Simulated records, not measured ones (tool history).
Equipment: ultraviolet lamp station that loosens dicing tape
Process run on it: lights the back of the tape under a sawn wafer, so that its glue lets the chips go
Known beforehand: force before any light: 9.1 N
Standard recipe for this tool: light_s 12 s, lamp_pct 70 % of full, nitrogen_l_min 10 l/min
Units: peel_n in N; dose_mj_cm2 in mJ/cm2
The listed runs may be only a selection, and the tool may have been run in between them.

| run | hour | light_s | lamp_pct | nitrogen_l_min | peel_n | dose_mj_cm2 |
|---|---|---|---|---|---|---|
| 1 | 0 | 12 | 70 | 10 | 1.603 | 215 |
| 2 | 22.5 | 12 | 70 | 10 | 1.626 | 214 |
| 3 | 38 | 12 | 69 | 10 | 1.658 | 207 |
| 4 | 66 | 12 | 69 | 10 | 1.687 | 212 |
| 5 | 84.8 | 14 | 69 | 10 | 1.29 | 242 |
| 6 | 107.9 | 14 | 69 | 10 | 1.28 | 241 |
| 7 | 131.6 | 13 | 69 | 10 | 1.481 | 221 |
| 8 | 147.9 | 16 | 79 | 10 | 0.8 | 315 |
| 9 | 163 | 7 | 72 | 10 | 3.284 | 124 |
| 10 | 183.9 | 6 | 76 | 10 | 3.586 | 115 |
| 11 | 196.5 | 6 | 76 | 5 | 4.598 | 112 |
| 12 | 209.4 | 6 | 76 | 5 | 4.395 | 110 |
| 13 | 233.5 | 21 | 95 | 5 | 0.577 | 487 |

What would each run have given without the hidden state, its run-to-run variation left as it was?
Unlogged tool condition in this case: lamp's light, % of a new lamp's; light that the window lets through, % of a clean one's; drift of the gauge itself on peel_n, %; drift of the gauge itself on dose_mj_cm2, %.
| run | peel_n | dose_mj_cm2 |
|---|---|---|
| 1 | 1.384 | 234 |
| 2 | 1.396 | 235 |
| 3 | 1.418 | 228 |
| 4 | 1.431 | 233 |
| 5 | 1.068 | 268 |
| 6 | 1.053 | 269 |
| 7 | 1.218 | 247 |
| 8 | 0.631 | 353 |
| 9 | 2.896 | 140 |
| 10 | 3.187 | 129 |
| 11 | 4.197 | 126 |
| 12 | 4.004 | 125 |
| 13 | 0.438 | 555 |
